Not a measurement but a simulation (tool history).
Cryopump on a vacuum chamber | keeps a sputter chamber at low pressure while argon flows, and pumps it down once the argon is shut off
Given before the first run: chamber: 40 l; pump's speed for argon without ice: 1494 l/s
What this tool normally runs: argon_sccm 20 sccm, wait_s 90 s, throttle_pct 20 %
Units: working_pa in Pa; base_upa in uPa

{"run": 1, "day": 0.0, "argon_sccm": 20, "wait_s": 90, "throttle_pct": 20, "working_pa": 0.1141, "base_upa": 1.24}
{"run": 2, "day": 0.467, "argon_sccm": 20, "wait_s": 90, "throttle_pct": 20, "working_pa": 0.1146, "base_upa": 1.28}
{"run": 3, "day": 0.917, "argon_sccm": 20, "wait_s": 90, "throttle_pct": 20, "working_pa": 0.1156, "base_upa": 1.25}
{"run": 4, "day": 1.375, "argon_sccm": 20, "wait_s": 90, "throttle_pct": 20, "working_pa": 0.1139, "base_upa": 1.3}
{"run": 5, "day": 1.825, "argon_sccm": 20, "wait_s": 90, "throttle_pct": 20, "working_pa": 0.1148, "base_upa": 1.27}
{"run": 6, "day": 2.462, "argon_sccm": 20, "wait_s": 90, "throttle_pct": 20, "working_pa": 0.1152, "base_upa": 1.26}
{"run": 7, "day": 2.917, "argon_sccm": 20, "wait_s": 90, "throttle_pct": 20, "working_pa": 0.1148, "base_upa": 1.33}
{"run": 8, "day": 3.192, "argon_sccm": 20, "wait_s": 90, "throttle_pct": 30, "working_pa": 0.0774, "base_upa": 1.24}
{"run": 9, "day": 3.542, "argon_sccm": 15, "wait_s": 90, "throttle_pct": 26, "working_pa": 0.0679, "base_upa": 1.27}
{"run": 10, "day": 3.867, "argon_sccm": 15, "wait_s": 213, "throttle_pct": 40, "working_pa": 0.0436, "base_upa": 0.97}
{"run": 11, "day": 4.308, "argon_sccm": 9, "wait_s": 90, "throttle_pct": 44, "working_pa": 0.0249, "base_upa": 1.24}
{"run": 12, "day": 4.921, "argon_sccm": 9, "wait_s": 245, "throttle_pct": 29, "working_pa": 0.0358, "base_upa": 0.95}
{"run": 13, "day": 5.404, "argon_sccm": 20, "wait_s": 90, "throttle_pct": 17, "working_pa": 0.1349, "base_upa": 1.24}
{"run": 14, "day": 5.8, "argon_sccm": 17, "wait_s": 270, "throttle_pct": 21, "working_pa": 0.0934, "base_upa": 0.94}

Forecast each of these 4 alternatives for the next run:
{"run": "A", "day": 6.321, "argon_sccm": 13, "wait_s": 107, "throttle_pct": 17, "working_pa": "?", "base_upa": "?"}
{"run": "B", "day": 6.321, "argon_sccm": 29, "wait_s": 270, "throttle_pct": 21, "working_pa": "?", "base_upa": "?"}
{"run": "C", "day": 6.321, "argon_sccm": 20, "wait_s": 150, "throttle_pct": 20, "working_pa": "?", "base_upa": "?"}
{"run": "D", "day": 6.321, "argon_sccm": 18, "wait_s": 22, "throttle_pct": 20, "working_pa": "?", "base_upa": "?"}

run=A working_pa=0.0876 base_upa=1.19
run=B working_pa=0.1597 base_upa=0.95
run=C working_pa=0.1165 base_upa=1.06
run=D working_pa=0.1041 base_upa=2.92
Without the tool's unlogged condition, the same runs would have read:
run=A working_pa=0.0863 base_upa=0.65
run=B working_pa=0.1567 base_upa=0.39
run=C working_pa=0.1144 base_upa=0.51
run=D working_pa=0.1023 base_upa=2.36
